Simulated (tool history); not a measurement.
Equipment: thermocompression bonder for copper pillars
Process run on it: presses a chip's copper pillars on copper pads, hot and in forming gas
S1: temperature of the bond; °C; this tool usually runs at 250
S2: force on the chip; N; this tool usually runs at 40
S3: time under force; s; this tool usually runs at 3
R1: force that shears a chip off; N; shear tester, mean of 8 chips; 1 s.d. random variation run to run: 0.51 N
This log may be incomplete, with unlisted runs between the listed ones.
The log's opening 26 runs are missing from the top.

| run | day | S1 | S2 | S3 | R1 |
|---|---|---|---|---|---|
| 27 | 53.496 | 247 | 36 | 2 | 45.7 |
|  | 54.771 | forming gas filter changed |
| 28 | 55.612 | 247 | 36 | 2 | 48.9 |
| 29 | 57.229 | 222 | 40 | 2 | 35.5 |
| 30 | 59.571 | 222 | 40 | 2 | 35.2 |
| 31 | 61.792 | 263 | 40 | 4 | 73.8 |
| 32 | 64.604 | 248 | 41 | 5 | 67.7 |
| 33 | 66.438 | 277 | 38 | 3 | 74.9 |
| 34 | 68.171 | 277 | 38 | 3 | 72.9 |

What does the tool deliver on the next run?
|  | 69.617 | forming gas filter changed |
| 35 | 70.071 | 262 | 50 | 4 | ? |

R1: 84.6 N
Had the tool carried no hidden state, the very same run would have given R1 79.2 N.
